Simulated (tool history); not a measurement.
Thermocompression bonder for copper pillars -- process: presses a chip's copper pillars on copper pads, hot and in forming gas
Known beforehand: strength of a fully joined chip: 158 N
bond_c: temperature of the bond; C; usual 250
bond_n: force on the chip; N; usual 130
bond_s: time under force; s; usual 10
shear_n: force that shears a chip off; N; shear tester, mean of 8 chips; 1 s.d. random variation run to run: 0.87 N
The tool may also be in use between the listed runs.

run,hour,bond_c,bond_n,bond_s,shear_n
1,0,250,130,10,104.7
2,25.9,250,130,10,106.3
3,40.6,250,130,10,104.7
4,52.5,250,130,10,105.3
5,77.6,250,130,10,106.4
# hour 98.1: force cell calibrated
6,98.7,250,130,10,104.4
7,111.1,250,130,10,105.5
8,127.5,250,130,10,105.4
9,141.1,250,130,9,102.5
# hour 142.9: forming gas filter changed
10,165.6,247,81,10,84.6
11,185.9,250,148,7,99.5
12,208.7,250,148,7,100.4
13,233.1,250,148,7,100.7
14,261.3,250,158,29,138.6
15,288.6,250,158,29,139.4
16,306.1,250,158,29,136.2
17,331,250,135,20,123.8

4 ways to go on from here, each from the tool as it stands after run 17. What would each give?
A,358.1,258,119,5,?
B,358.1,264,130,10,?
C,358.1,250,130,15,?
D,358.1,240,147,12,?

run,shear_n
A,89.5
B,115.8
C,115.8
D,108.1
Without the tool's unlogged condition, the same runs would have read:
run,shear_n
A,89.4
B,115.7
C,115.8
D,108
